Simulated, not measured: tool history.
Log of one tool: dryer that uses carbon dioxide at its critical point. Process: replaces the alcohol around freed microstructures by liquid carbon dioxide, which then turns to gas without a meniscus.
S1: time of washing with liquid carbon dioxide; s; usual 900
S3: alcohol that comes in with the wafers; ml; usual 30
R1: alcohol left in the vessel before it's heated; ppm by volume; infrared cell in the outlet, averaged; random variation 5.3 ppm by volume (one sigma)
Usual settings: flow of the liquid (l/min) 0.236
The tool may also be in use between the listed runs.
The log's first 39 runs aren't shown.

Run 40, hour 718.8: usual settings but flow of the liquid (l/min) 0.176, S3 72 ml. Result: R1 2060 ppm by volume.
Run 41, hour 738.7: usual settings but S1 840 s, flow of the liquid (l/min) 0.151, S3 76 ml. Result: R1 5039 ppm by volume.
Run 42, hour 749.5: usual settings but S1 840 s, flow of the liquid (l/min) 0.151, S3 76 ml. Result: R1 5245 ppm by volume.
Run 43, hour 766.5: usual settings but S1 840 s, flow of the liquid (l/min) 0.151, S3 76 ml. Result: R1 4998 ppm by volume.
Run 44, hour 776.7: usual settings but S1 840 s, flow of the liquid (l/min) 0.346, S3 38 ml. Result: R1 233 ppm by volume.
Run 45, hour 800.9: usual settings but flow of the liquid (l/min) 0.173, S3 99 ml. Result: R1 3254 ppm by volume.
Run 46, hour 811.5: usual settings but flow of the liquid (l/min) 0.173, S3 99 ml. Result: R1 3367 ppm by volume.
Run 47, hour 823.6: usual settings but S1 720 s, flow of the liquid (l/min) 0.337, S3 41 ml. Result: R1 313 ppm by volume.
Run 48, hour 847.4: usual settings but S1 720 s, flow of the liquid (l/min) 0.292, S3 113 ml. Result: R1 984 ppm by volume.

Forecast each of these 3 alternatives for the next run:
Run A, hour 861.2: usual settings but S1 1020 s. Result: R1 ?.
Run B, hour 861.2: usual settings but S1 660 s, flow of the liquid (l/min) 0.292, S3 113 ml. Result: R1 ?.
Run C, hour 861.2: usual settings but S1 720 s, flow of the liquid (l/min) 0.243, S3 65 ml. Result: R1 ?.

run    R1
  A   317
  B  1508
  C  1389
Without the tool's hidden state the same runs would have given:
run   R1
  A   49
  B  701
  C  676
